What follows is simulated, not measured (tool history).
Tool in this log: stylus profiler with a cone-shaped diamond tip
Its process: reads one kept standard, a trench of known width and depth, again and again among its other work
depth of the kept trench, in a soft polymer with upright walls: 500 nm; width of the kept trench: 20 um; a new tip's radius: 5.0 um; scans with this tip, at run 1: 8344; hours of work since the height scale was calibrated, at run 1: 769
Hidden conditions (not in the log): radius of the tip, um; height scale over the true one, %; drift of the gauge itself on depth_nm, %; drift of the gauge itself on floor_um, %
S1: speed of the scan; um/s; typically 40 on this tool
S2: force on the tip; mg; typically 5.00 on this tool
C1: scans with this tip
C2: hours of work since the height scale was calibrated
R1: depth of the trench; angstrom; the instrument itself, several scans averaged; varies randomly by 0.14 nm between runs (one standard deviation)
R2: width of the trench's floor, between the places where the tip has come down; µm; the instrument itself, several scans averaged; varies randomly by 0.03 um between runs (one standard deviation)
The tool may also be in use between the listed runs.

run     day   S1     S2     C1   C2      R1     R2
  1   0.000   40   5.00   8344  769  5095.9  13.95
  2   4.400   40   5.00   9152  843  5096.7  13.83
  3   7.988  102   5.00   9810  904  5094.4  13.54
  4  11.683  102   5.00  10489  966  5092.1  13.48
     11.929  -- height scale calibrated on a step standard
  5  14.821  102   5.00  11061   49  5086.5  13.37
  6  18.121  102   5.00  11667  105  5085.6  13.29
  7  20.621  145   2.67  12125  147  5048.1  12.92
  8  23.217   74   8.78  12602  191  5132.6  13.23
  9  25.417   15  12.70  13006  228  5180.2  13.40
 10  28.633   95   1.80  13596  282  5020.3  12.84
     29.438  -- height scale calibrated on a step standard, once more
 11  32.662  102   2.39  14333   55  5066.6  12.78
 12  36.442  102   2.39  15026  118  5065.5  12.64

5 options for the next run, each taken on its own from the tool as it stands now. Forecast them:
  A  40.212  67  6.62  15718  182   ?   ?
  B  40.212  51  3.30  15718  182   ?   ?
  C  40.212  42  5.00  15718  182   ?   ?
  D  40.212  91  8.19  15718  182   ?   ?
  E  40.212  22  4.76  15718  182   ?   ?

run      R1     R2
  A  5131.0  12.78
  B  5082.0  12.74
  C  5108.6  12.87
  D  5152.7  12.74
  E  5106.7  12.90
Without the tool's hidden state the same runs would have given:
run      R1     R2
  A  5136.0  15.46
  B  5086.9  15.42
  C  5113.5  15.55
  D  5157.7  15.42
  E  5111.6  15.58
